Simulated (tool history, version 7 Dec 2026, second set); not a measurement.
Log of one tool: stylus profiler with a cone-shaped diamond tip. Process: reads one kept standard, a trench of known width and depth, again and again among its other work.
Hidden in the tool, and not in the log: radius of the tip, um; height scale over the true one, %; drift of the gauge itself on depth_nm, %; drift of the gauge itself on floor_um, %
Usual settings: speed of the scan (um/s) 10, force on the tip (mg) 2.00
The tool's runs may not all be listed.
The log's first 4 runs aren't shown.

run,day,speed of the scan (um/s),force on the tip (mg),scans with this tip,hours of work since the height scale was calibrated,depth of the trench (Å),width of the trench's floor (nm)
5,4.288,10,2.00,5350,799,2006.0,27600
6,5.525,10,2.00,5468,816,2006.3,27580
7,6.783,5,2.00,5588,834,2004.3,27600
8,7.783,5,2.00,5683,848,2005.7,27510
9,8.633,5,2.00,5764,860,2006.9,27560
10,9.325,10,2.00,5830,870,2005.4,27470
11,10.512,10,2.00,5943,887,2003.5,27520
12,11.671,10,2.00,6053,904,2006.8,27540
13,13.054,10,2.00,6185,923,2005.5,27560
14,13.629,10,2.00,6240,931,2005.6,27510
15,14.846,9,2.00,6355,949,2004.6,27540
16,15.733,10,2.00,6440,961,2005.6,27530
17,17.000,10,2.00,6561,979,2003.8,27470
18,17.833,10,2.00,6640,991,2003.6,27520
19,19.046,10,2.00,6755,1008,2004.0,27440
# day 19.167: height scale calibrated on a step standard
20,20.412,10,0.82,6883,18,1994.7,27420
21,21.525,10,0.82,6989,33,1992.9,27470
22,22.504,10,0.82,7083,47,1994.4,27430
23,23.612,7,2.00,7188,63,2000.5,27430

The next listed run, before its measurement:
24,24.850,19,1.62,7306,81,?,?

depth of the trench (Å): 1998.4
width of the trench's floor (nm): 27370
Without the tool's hidden state the same run would have given depth of the trench (Å) 2012.0, width of the trench's floor (nm) 27920.
